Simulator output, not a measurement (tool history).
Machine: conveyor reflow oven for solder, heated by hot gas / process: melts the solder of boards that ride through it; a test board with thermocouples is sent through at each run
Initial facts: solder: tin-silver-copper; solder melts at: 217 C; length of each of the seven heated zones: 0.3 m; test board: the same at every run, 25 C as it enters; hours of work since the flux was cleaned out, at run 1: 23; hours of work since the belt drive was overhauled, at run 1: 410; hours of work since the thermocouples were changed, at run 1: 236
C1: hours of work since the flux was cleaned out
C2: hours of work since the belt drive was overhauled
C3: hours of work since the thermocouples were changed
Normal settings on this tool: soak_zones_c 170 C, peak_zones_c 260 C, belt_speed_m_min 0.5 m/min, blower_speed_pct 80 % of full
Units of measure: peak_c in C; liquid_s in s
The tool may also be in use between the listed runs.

Run 1, hour 0: usual settings; C1 23; C2 410; C3 236. Result: peak_c 252.15 C, liquid_s 55.5 s.
Run 2, hour 11.2: usual settings; C1 30; C2 417; C3 243. Result: peak_c 252.12 C, liquid_s 55.6 s.
Run 3, hour 23.6: usual settings; C1 38; C2 425; C3 251. Result: peak_c 252.13 C, liquid_s 55.4 s.
Run 4, hour 34.3: usual settings; C1 45; C2 432; C3 258. Result: peak_c 252.1 C, liquid_s 55.4 s.
Run 5, hour 43.3: usual settings; C1 51; C2 437; C3 264. Result: peak_c 252.08 C, liquid_s 55.5 s.
Run 6, hour 54.1: usual settings; C1 58; C2 444; C3 271. Result: peak_c 251.96 C, liquid_s 55.5 s.
Run 7, hour 67.8: usual settings; C1 67; C2 453; C3 280. Result: peak_c 252.04 C, liquid_s 55.5 s.
Run 8, hour 79.8: usual settings but blower_speed_pct 58 % of full; C1 75; C2 461; C3 287. Result: peak_c 248.13 C, liquid_s 51.3 s.
Run 9, hour 93.6: usual settings but blower_speed_pct 58 % of full; C1 83; C2 470; C3 296. Result: peak_c 248.16 C, liquid_s 51.4 s.
Run 10, hour 102: usual settings but belt_speed_m_min 0.456 m/min; C1 89; C2 475; C3 302. Result: peak_c 253.71 C, liquid_s 62.8 s.
Run 11, hour 119.4: usual settings but belt_speed_m_min 0.456 m/min; C1 100; C2 486; C3 313. Result: peak_c 253.77 C, liquid_s 62.8 s.
Run 12, hour 130.4: usual settings but blower_speed_pct 54 % of full; C1 107; C2 493; C3 320. Result: peak_c 247.17 C, liquid_s 50.1 s.
Run 13, hour 144.8: usual settings but blower_speed_pct 54 % of full; C1 116; C2 503; C3 329. Result: peak_c 247.17 C, liquid_s 50.1 s.
Run 14, hour 153.5: usual settings but blower_speed_pct 54 % of full; C1 122; C2 508; C3 335. Result: peak_c 247 C, liquid_s 50.3 s.
Run 15, hour 171.1: usual settings but blower_speed_pct 54 % of full; C1 133; C2 520; C3 346. Result: peak_c 247.03 C, liquid_s 50.1 s.

What does the tool deliver on the next run?
Run 16, hour 184.5: usual settings but blower_speed_pct 54 % of full; C1 142; C2 528; C3 355. Result: peak_c ?, liquid_s ?.

Run 16 yielded peak_c 247.1 C, liquid_s 50.4 s.
On a tool with no hidden condition, and with the same random variation, this run would have come out at peak_c 246.61 C, liquid_s 49.4 s.
